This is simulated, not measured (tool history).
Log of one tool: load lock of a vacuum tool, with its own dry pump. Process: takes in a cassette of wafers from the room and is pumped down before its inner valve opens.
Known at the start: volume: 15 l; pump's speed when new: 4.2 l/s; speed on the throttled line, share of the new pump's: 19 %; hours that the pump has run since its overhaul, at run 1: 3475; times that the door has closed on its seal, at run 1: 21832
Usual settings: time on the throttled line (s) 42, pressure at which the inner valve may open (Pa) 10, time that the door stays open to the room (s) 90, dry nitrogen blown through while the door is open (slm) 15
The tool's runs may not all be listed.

run,hour,time on the throttled line (s),pressure at which the inner valve may open (Pa),time that the door stays open to the room (s),dry nitrogen blown through while the door is open (slm),hours that the pump has run since its overhaul,times that the door has closed on its seal,"incoming humidity of the room's air, %",time from the closed door until the inner valve may open (s),rise of the pressure with all valves shut (Pa/min)
1,0,42,10,90,15,3475,21832,44.7,67.5,0.442
2,177.9,42,20,90,15,3653,22534,46.2,64.7,0.456
3,315.3,42,20,90,15,3790,23077,47.4,64.8,0.478
4,457.9,42,20,90,15,3933,23641,46.8,64.9,0.499
5,593.3,42,20,46,15,4068,24176,45.6,64.9,0.48
6,675.2,42,20,46,15,4150,24499,43.7,65.2,0.488
7,784.2,42,20,46,15,4259,24930,47.1,65,0.5
8,957.1,42,20,46,15,4432,25612,46.7,64.8,0.526
9,1145.7,42,10,90,15,4621,26358,47.6,67.6,0.57
# hour 1308.9: door's seal changed, seat wiped
10,1313.6,42,12,90,15,4787,19,44.4,67.1,0.074
11,1476.6,42,10,90,15,4950,663,48.7,67.5,0.082
12,1632,42,10,90,15,5105,1277,47.9,68.1,0.088
13,1793.6,42,10,90,15,5267,1915,47,67.9,0.093
14,1964,42,10,90,15,5437,2588,48,68.2,0.099
15,2088.2,42,10,90,15,5562,3079,43.3,67.4,0.095
16,2199.4,42,10,90,4,5673,3518,42.9,68,0.119
17,2388.9,42,10,90,4,5862,4267,43.4,67.8,0.124
18,2568.4,42,10,90,15,6042,4976,47.2,67.8,0.12
19,2706.3,42,10,90,15,6180,5521,45.4,68,0.118
20,2894.6,42,10,132,28,6368,6265,47.5,67.2,0.135
21,3058.4,35,12,132,28,6532,6912,43.8,61.4,0.136
22,3197.5,54,12,132,28,6671,7461,44.1,76.4,0.146
23,3357.4,54,12,38,27,6831,8093,44.3,76.4,0.109
24,3518.9,24,8,38,27,6992,8731,42.5,53.8,0.12
25,3657.8,47,18,74,15,7131,9280,46.1,69.7,0.155
26,3748,61,11,223,8,7221,9636,45.4,82.3,0.26
27,3864,42,15,90,15,7337,10094,47.5,66.4,0.184
28,4016,42,15,80,15,7489,10695,46.2,66.4,0.184
29,4160.7,21,10,135,21,7634,11266,46.9,51.4,0.213
30,4320,65,10,108,15,7793,11896,45.9,86.5,0.213
31,4484.7,54,16,26,6,7958,12546,45.3,76.1,0.186
32,4580.6,54,16,202,6,8054,12925,46.3,75.7,0.32
33,4658.8,54,16,202,6,8132,13234,49,75.6,0.321
34,4803.7,54,16,202,6,8277,13806,44.7,76.4,0.324
35,4992.9,54,16,202,6,8466,14554,45.2,75.8,0.332
36,5073.3,33,9,34,13,8547,14871,44.5,61.6,0.232
37,5186.5,33,9,34,13,8660,15319,44.7,61.4,0.236
38,5294.6,64,7,176,15,8768,15746,44.8,87.7,0.323

The same runs without the tool's hidden state, with the same run-to-run variation:
The hidden state here: pump's speed, % of a new pump's; leak at the door's seal, Pa l/s; drift of the gauge itself on ready_s, %; drift of the gauge itself on rise_pa_min, %.
run,time from the closed door until the inner valve may open (s),rise of the pressure with all valves shut (Pa/min)
1,67,0.069
2,64.2,0.07
3,64.3,0.072
4,64.4,0.076
5,64.4,0.048
6,64.7,0.046
7,64.5,0.046
8,64.2,0.048
9,66.9,0.073
10,66.4,0.07
11,66.8,0.073
12,67.3,0.075
13,67.2,0.076
14,67.4,0.077
15,66.7,0.069
16,67.2,0.088
17,66.9,0.087
18,67,0.075
19,67.1,0.069
20,66.3,0.077
21,60.4,0.071
22,75.5,0.073
23,75.6,0.028
24,52.7,0.03
25,68.8,0.061
26,81.5,0.157
27,65.4,0.075
28,65.4,0.069
29,50.2,0.089
30,85.6,0.08
31,75.2,0.04
32,74.6,0.165
33,74.6,0.164
34,75.4,0.156
35,74.7,0.149
36,60.3,0.041
37,60.1,0.038
38,86.6,0.112
